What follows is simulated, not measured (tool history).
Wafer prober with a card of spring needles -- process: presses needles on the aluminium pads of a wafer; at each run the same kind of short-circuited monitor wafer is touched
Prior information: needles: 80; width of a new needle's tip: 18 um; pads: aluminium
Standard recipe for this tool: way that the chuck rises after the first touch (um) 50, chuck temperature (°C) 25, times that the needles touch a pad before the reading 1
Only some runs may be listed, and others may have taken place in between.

run,hour,way that the chuck rises after the first touch (um),chuck temperature (°C),times that the needles touch a pad before the reading,resistance of one needle with its contact and lead (mohm),way that a needle slides on the pad (um)
1,0,50,25,1,318,12.32
# hour 9.4: tips cleaned on abrasive film
# hour 22: tips cleaned on abrasive film
# hour 37.6: tips cleaned on abrasive film
# hour 53.2: tips cleaned on abrasive film
2,55.6,50,25,1,297,12.29
# hour 62.2: height of the first contact set anew
# hour 68.5: tips cleaned on abrasive film
# hour 83.8: tips cleaned on abrasive film
# hour 99.2: tips cleaned on abrasive film
3,111.3,50,25,1,408,12.41
# hour 114.5: tips cleaned on abrasive film
# hour 129.7: tips cleaned on abrasive film
# hour 144.9: tips cleaned on abrasive film
# hour 157.4: tips cleaned on abrasive film
# hour 173.1: tips cleaned on abrasive film
4,173.4,50,31,1,243,12.33
# hour 185.8: tips cleaned on abrasive film
# hour 201.4: tips cleaned on abrasive film
# hour 214: tips cleaned on abrasive film
# hour 229.5: tips cleaned on abrasive film
5,237,50,31,1,388,12.26
# hour 240.4: height of the first contact set anew
# hour 243.6: tips cleaned on abrasive film
# hour 259.1: tips cleaned on abrasive film
# hour 274.4: tips cleaned on abrasive film
6,276.5,50,107,1,305,12.41
# hour 288.8: tips cleaned on abrasive film
# hour 304.1: tips cleaned on abrasive film
7,304.9,50,107,1,269,12.38
# hour 317.1: tips cleaned on abrasive film
# hour 332.5: tips cleaned on abrasive film
# hour 346.4: tips cleaned on abrasive film
8,346.4,50,107,1,259,12.31
# hour 361.5: tips cleaned on abrasive film
# hour 374.6: tips cleaned on abrasive film
9,374.6,50,25,1,235,12.28
# hour 389.3: tips cleaned on abrasive film
# hour 404.9: tips cleaned on abrasive film
10,405.7,50,25,1,265,12.27
# hour 417.8: tips cleaned on abrasive film
# hour 418.1: height of the first contact set anew
# hour 433.6: tips cleaned on abrasive film
11,445.2,50,25,1,410,12.43
# hour 448.4: tips cleaned on abrasive film
# hour 463.2: tips cleaned on abrasive film
# hour 478.7: tips cleaned on abrasive film
# hour 493.9: tips cleaned on abrasive film
12,505,50,25,1,405,12.4
# hour 507.9: tips cleaned on abrasive film
# hour 523.5: tips cleaned on abrasive film
# hour 539.2: tips cleaned on abrasive film
# hour 554.5: tips cleaned on abrasive film
# hour 567.1: tips cleaned on abrasive film
13,567.6,50,25,1,256,12.31
# hour 579.8: tips cleaned on abrasive film
# hour 595.4: tips cleaned on abrasive film
# hour 595.7: height of the first contact set anew
# hour 610.7: tips cleaned on abrasive film
14,617.5,50,33,1,364,12.45
# hour 623.8: tips cleaned on abrasive film
# hour 639.1: tips cleaned on abrasive film
# hour 654.7: tips cleaned on abrasive film
# hour 669.8: tips cleaned on abrasive film
15,673.5,32,57,2,384,7.92
# hour 682.9: tips cleaned on abrasive film
# hour 698.5: tips cleaned on abrasive film
# hour 711.1: tips cleaned on abrasive film
# hour 724.9: tips cleaned on abrasive film
16,724.9,32,57,2,274,7.82
# hour 740.4: tips cleaned on abrasive film
# hour 755.6: tips cleaned on abrasive film
# hour 769.3: tips cleaned on abrasive film
17,769.3,52,57,2,231,12.77
# hour 775.8: height of the first contact set anew
# hour 785.2: tips cleaned on abrasive film
# hour 800.9: tips cleaned on abrasive film
18,807.5,50,68,2,318,12.41
# hour 813.8: tips cleaned on abrasive film
# hour 829.5: tips cleaned on abrasive film
# hour 842: tips cleaned on abrasive film
19,845.4,66,41,1,284,16.34
# hour 854.8: tips cleaned on abrasive film
# hour 870: tips cleaned on abrasive film
# hour 885.6: tips cleaned on abrasive film
20,895,34,90,1,623,8.35
# hour 901: tips cleaned on abrasive film
# hour 916.3: tips cleaned on abrasive film
# hour 931.4: tips cleaned on abrasive film
21,942.4,43,76,2,387,10.55
# hour 945.6: tips cleaned on abrasive film
# hour 954.7: height of the first contact set anew
# hour 961: tips cleaned on abrasive film
# hour 975.8: tips cleaned on abrasive film
# hour 990.4: tips cleaned on abrasive film
22,990.4,44,65,2,251,10.92
# hour 1005.6: tips cleaned on abrasive film
# hour 1018.1: tips cleaned on abrasive film
# hour 1033.8: tips cleaned on abrasive film
23,1037.5,61,49,1,299,15.13
# hour 1046.6: tips cleaned on abrasive film
# hour 1062: tips cleaned on abrasive film
# hour 1077.6: tips cleaned on abrasive film
24,1081.2,32,81,2,383,7.84
# hour 1090.6: tips cleaned on abrasive film
# hour 1103.1: tips cleaned on abrasive film
# hour 1118.8: tips cleaned on abrasive film
25,1130,50,74,1,428,12.28
# hour 1133: tips cleaned on abrasive film
# hour 1133.3: height of the first contact set anew
# hour 1148.4: tips cleaned on abrasive film
# hour 1163.5: tips cleaned on abrasive film
26,1171.2,46,60,1,414,11.43
# hour 1177.2: tips cleaned on abrasive film
# hour 1192.8: tips cleaned on abrasive film
# hour 1208.2: tips cleaned on abrasive film
27,1214.4,68,60,1,298,16.89

Predict each of these 4 candidate next runs independently; none follows another, all start after run 27:
# hour 1223.4: tips cleaned on abrasive film
# hour 1239: tips cleaned on abrasive film
# hour 1254.7: tips cleaned on abrasive film
# hour 1270.1: tips cleaned on abrasive film
A,1279.9,68,30,2,?,?
# hour 1223.4: tips cleaned on abrasive film
# hour 1239: tips cleaned on abrasive film
# hour 1254.7: tips cleaned on abrasive film
# hour 1270.1: tips cleaned on abrasive film
B,1279.9,68,80,2,?,?
# hour 1223.4: tips cleaned on abrasive film
# hour 1239: tips cleaned on abrasive film
# hour 1254.7: tips cleaned on abrasive film
# hour 1270.1: tips cleaned on abrasive film
C,1279.9,68,52,1,?,?
# hour 1223.4: tips cleaned on abrasive film
# hour 1239: tips cleaned on abrasive film
# hour 1254.7: tips cleaned on abrasive film
# hour 1270.1: tips cleaned on abrasive film
D,1279.9,60,60,3,?,?

run,resistance of one needle with its contact and lead (mohm),way that a needle slides on the pad (um)
A,283,16.81
B,290,16.82
C,329,16.8
D,272,14.82
With no hidden state in the tool, these same runs would have given:
run,resistance of one needle with its contact and lead (mohm),way that a needle slides on the pad (um)
A,209,16.94
B,221,16.95
C,213,16.93
D,217,14.94
